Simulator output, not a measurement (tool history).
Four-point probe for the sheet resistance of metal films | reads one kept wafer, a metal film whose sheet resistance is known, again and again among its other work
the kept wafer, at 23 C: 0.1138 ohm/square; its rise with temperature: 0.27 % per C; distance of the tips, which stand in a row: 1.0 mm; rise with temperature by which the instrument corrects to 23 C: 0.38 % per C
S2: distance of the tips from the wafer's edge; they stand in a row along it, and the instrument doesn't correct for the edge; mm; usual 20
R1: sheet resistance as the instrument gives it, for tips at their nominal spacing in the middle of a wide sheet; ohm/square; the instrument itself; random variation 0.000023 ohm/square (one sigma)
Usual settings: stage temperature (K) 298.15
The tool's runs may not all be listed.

run 1 hour=0 | stage_temperature_(K)=298.15 S2=20 | R1=0.113392
run 2 hour=22.4 | stage_temperature_(K)=298.15 S2=20 | R1=0.11334
run 3 hour=36.9 | stage_temperature_(K)=298.15 S2=42 | R1=0.113259
run 4 hour=63.5 | stage_temperature_(K)=298.15 S2=42 | R1=0.113231
run 5 hour=90.3 | stage_temperature_(K)=298.15 S2=42 | R1=0.113229
run 6 hour=107.8 | stage_temperature_(K)=298.15 S2=42 | R1=0.113233
run 7 hour=137.8 | stage_temperature_(K)=298.15 S2=42 | R1=0.113224
run 8 hour=159 | stage_temperature_(K)=298.15 S2=42 | R1=0.113211
run 9 hour=180.2 | stage_temperature_(K)=298.15 S2=42 | R1=0.113257
run 10 hour=195.1 | stage_temperature_(K)=298.15 S2=17 | R1=0.113435
run 11 hour=216.3 | stage_temperature_(K)=298.15 S2=45 | R1=0.113243
run 12 hour=230.2 | stage_temperature_(K)=298.15 S2=45 | R1=0.113188
run 13 hour=260.4 | stage_temperature_(K)=298.15 S2=45 | R1=0.11319
run 14 hour=291.7 | stage_temperature_(K)=298.15 S2=45 | R1=0.113209
run 15 hour=308.8 | stage_temperature_(K)=298.15 S2=20 | R1=0.113328
run 16 hour=330.4 | stage_temperature_(K)=298.15 S2=20 | R1=0.113305
run 17 hour=360.6 | stage_temperature_(K)=298.15 S2=20 | R1=0.113337
run 18 hour=381.6 | stage_temperature_(K)=304.15 S2=20 | R1=0.112557
run 19 hour=404.7 | stage_temperature_(K)=298.15 S2=12 | R1=0.113588
run 20 hour=421.2 | stage_temperature_(K)=298.15 S2=12 | R1=0.113584
run 21 hour=435.5 | stage_temperature_(K)=308.15 S2=20 | R1=0.112077
run 22 hour=451 | stage_temperature_(K)=308.15 S2=20 | R1=0.112065
run 23 hour=478 | stage_temperature_(K)=300.15 S2=20 | R1=0.113047
run 24 hour=497.6 | stage_temperature_(K)=301.15 S2=30 | R1=0.112851
run 25 hour=518.5 | stage_temperature_(K)=305.15 S2=9 | R1=0.11297
run 26 hour=535.1 | stage_temperature_(K)=296.15 S2=20 | R1=0.113558
run 27 hour=552.2 | stage_temperature_(K)=298.15 S2=27 | R1=0.113211
run 28 hour=579.3 | stage_temperature_(K)=297.15 S2=75 | R1=0.113277
run 29 hour=608.5 | stage_temperature_(K)=298.15 S2=62 | R1=0.113099
run 30 hour=632.8 | stage_temperature_(K)=298.15 S2=62 | R1=0.113129
run 31 hour=651 | stage_temperature_(K)=298.15 S2=58 | R1=0.113085
run 32 hour=671.2 | stage_temperature_(K)=305.15 S2=27 | R1=0.112307
run 33 hour=701.9 | stage_temperature_(K)=305.15 S2=27 | R1=0.112319
run 34 hour=729.9 | stage_temperature_(K)=294.15 S2=6 | R1=0.115283
run 35 hour=756.6 | stage_temperature_(K)=294.15 S2=23 | R1=0.113758
run 36 hour=771.8 | stage_temperature_(K)=294.15 S2=23 | R1=0.113729
run 37 hour=798.7 | stage_temperature_(K)=291.15 S2=18 | R1=0.114187
run 38 hour=829.1 | stage_temperature_(K)=295.15 S2=5 | R1=0.115889
run 39 hour=854 | stage_temperature_(K)=295.15 S2=5 | R1=0.115899
run 40 hour=881.7 | stage_temperature_(K)=299.15 S2=4 | R1=0.11665
run 41 hour=905.2 | stage_temperature_(K)=306.15 S2=5 | R1=0.114439
run 42 hour=922.8 | stage_temperature_(K)=306.15 S2=5 | R1=0.114432
run 43 hour=943 | stage_temperature_(K)=295.15 S2=25 | R1=0.113508
run 44 hour=959.4 | stage_temperature_(K)=297.15 S2=25 | R1=0.113304
run 45 hour=985.4 | stage_temperature_(K)=297.15 S2=25 | R1=0.113282
run 46 hour=1007 | stage_temperature_(K)=292.15 S2=20 | R1=0.113974

Measured less the same run without the tool's hidden state. The same run-to-run variation is in both; the gauge's scatter may not be:
The hidden state here: inner tips' distance over the nominal, %; tips' flats over new ones', %; wafer's true temperature over the reading, C; drift of the gauge itself on sheet_ohm, %.
run=1 R1=-0.000325
run=2 R1=-0.000329
run=3 R1=-0.000331
run=4 R1=-0.000336
run=5 R1=-0.00034
run=6 R1=-0.000343
run=7 R1=-0.000347
run=8 R1=-0.000351
run=9 R1=-0.000355
run=10 R1=-0.000357
run=11 R1=-0.000361
run=12 R1=-0.000363
run=13 R1=-0.000367
run=14 R1=-0.000373
run=15 R1=-0.000375
run=16 R1=-0.000379
run=17 R1=-0.000384
run=18 R1=-0.000383
run=19 R1=-0.000392
run=20 R1=-0.000394
run=21 R1=-0.000389
run=22 R1=-0.000391
run=23 R1=-0.000401
run=24 R1=-0.000403
run=25 R1=-0.000406
run=26 R1=-0.000414
run=27 R1=-0.000415
run=28 R1=-0.00042
run=29 R1=-0.000424
run=30 R1=-0.000428
run=31 R1=-0.000431
run=32 R1=-0.000428
run=33 R1=-0.000433
run=34 R1=-0.000452
run=35 R1=-0.000451
run=36 R1=-0.000454
run=37 R1=-0.000461
run=38 R1=-0.000471
run=39 R1=-0.000475
run=40 R1=-0.000481
run=41 R1=-0.000474
run=42 R1=-0.000476
run=43 R1=-0.000481
run=44 R1=-0.000481
run=45 R1=-0.000486
run=46 R1=-0.000494
